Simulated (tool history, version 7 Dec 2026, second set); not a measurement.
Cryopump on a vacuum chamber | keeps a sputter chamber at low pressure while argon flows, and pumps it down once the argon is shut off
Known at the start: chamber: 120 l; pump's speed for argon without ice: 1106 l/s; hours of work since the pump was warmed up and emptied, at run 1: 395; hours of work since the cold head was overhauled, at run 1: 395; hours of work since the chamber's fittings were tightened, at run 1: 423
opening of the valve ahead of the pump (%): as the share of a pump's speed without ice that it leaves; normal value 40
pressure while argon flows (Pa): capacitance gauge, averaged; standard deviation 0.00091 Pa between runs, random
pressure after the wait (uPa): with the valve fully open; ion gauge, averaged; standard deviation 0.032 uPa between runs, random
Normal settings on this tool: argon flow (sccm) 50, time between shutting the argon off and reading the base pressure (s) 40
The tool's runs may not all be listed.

run  hour  argon flow (sccm)  time between shutting the argon off and reading the base pressure (s)  opening of the valve ahead of the pump (%)  hours of work since the pump was warmed up and emptied  hours of work since the cold head was overhauled  hours of work since the chamber's fittings were tightened  pressure while argon flows (Pa)  pressure after the wait (uPa)
  1   0.0                 50                                                                     40                                          40                                                     395                                               395                                                        423                           0.1998                           2.04
  2  14.8                 50                                                                     25                                          40                                                     408                                               408                                                        436                           0.2021                           2.94
  3  31.9                 50                                                                     40                                          17                                                     423                                               423                                                        451                           0.4604                           2.01
  4  44.4                 50                                                                     40                                          17                                                     434                                               434                                                        462                           0.4606                           2.11
  5  60.6                 50                                                                     40                                          40                                                     448                                               448                                                        476                           0.2024                           2.07
  6  89.6                 50                                                                     40                                          40                                                     473                                               473                                                        501                           0.2042                           2.08

Run 7 comes next. What will it give?
  7  102.1                 50                                                                    248                                          25                                                     484                                               484                                                        512                                ?                              ?

pressure while argon flows (Pa): 0.3199
pressure after the wait (uPa): 0.94
Had the tool carried no hidden state, the very same run would have given pressure while argon flows (Pa) 0.3076, pressure after the wait (uPa) 0.52.
